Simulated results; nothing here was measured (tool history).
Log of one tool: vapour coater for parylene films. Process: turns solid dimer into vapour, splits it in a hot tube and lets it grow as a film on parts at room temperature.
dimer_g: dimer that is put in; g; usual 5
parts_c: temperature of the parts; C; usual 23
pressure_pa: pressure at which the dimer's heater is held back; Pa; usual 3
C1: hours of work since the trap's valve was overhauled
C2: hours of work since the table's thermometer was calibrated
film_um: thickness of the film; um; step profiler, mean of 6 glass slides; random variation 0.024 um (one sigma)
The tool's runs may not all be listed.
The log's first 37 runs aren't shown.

Run 38, hour 601.4: usual settings but dimer_g 2 g, parts_c 18 C, pressure_pa 5.32 Pa; C1 93; C2 50. Result: film_um 0.73 um.
Run 39, hour 619.9: usual settings but parts_c 17 C, pressure_pa 6.71 Pa; C1 107; C2 63. Result: film_um 1.82 um.
Run 40, hour 633.2: usual settings but parts_c 17 C, pressure_pa 6.71 Pa; C1 116; C2 73. Result: film_um 1.84 um.
Run 41, hour 648.4: usual settings but parts_c 29 C; C1 127; C2 84. Result: film_um 1.28 um.
Run 42, hour 661: usual settings but dimer_g 7 g, parts_c 24 C, pressure_pa 6.94 Pa; C1 137; C2 93. Result: film_um 1.86 um.
Run 43, hour 672.6: usual settings but dimer_g 4 g, parts_c 24 C, pressure_pa 3.07 Pa; C1 145; C2 102. Result: film_um 1.24 um.
Run 44, hour 694: usual settings but parts_c 31 C, pressure_pa 2.4 Pa; C1 161; C2 118. Result: film_um 1.2 um.
Run 45, hour 713.8: usual settings but parts_c 25 C, pressure_pa 2.4 Pa; C1 176; C2 132. Result: film_um 1.55 um.
Run 46, hour 729.2: usual settings but dimer_g 6 g, parts_c 19 C, pressure_pa 2.31 Pa; C1 187; C2 144. Result: film_um 2.35 um.
Run 47, hour 743.8: usual settings but parts_c 29 C, pressure_pa 10.47 Pa; C1 198; C2 154. Result: film_um 0.98 um.

3 ways to go on from here, each from the tool as it stands after run 47. What would each give?
Run A, hour 756.5: usual settings but dimer_g 4 g, parts_c 30 C, pressure_pa 3.12 Pa; C1 207; C2 164. Result: film_um ?.
Run B, hour 756.5: usual settings but dimer_g 9 g, parts_c 26 C, pressure_pa 8.21 Pa; C1 207; C2 164. Result: film_um ?.
Run C, hour 756.5: usual settings but dimer_g 2 g, parts_c 31 C; C1 207; C2 164. Result: film_um ?.

run  film_um
  A     0.95
  B     2.14
  C     0.47
Without the tool's hidden state the same runs would have given:
run  film_um
  A     1.05
  B     2.37
  C     0.52
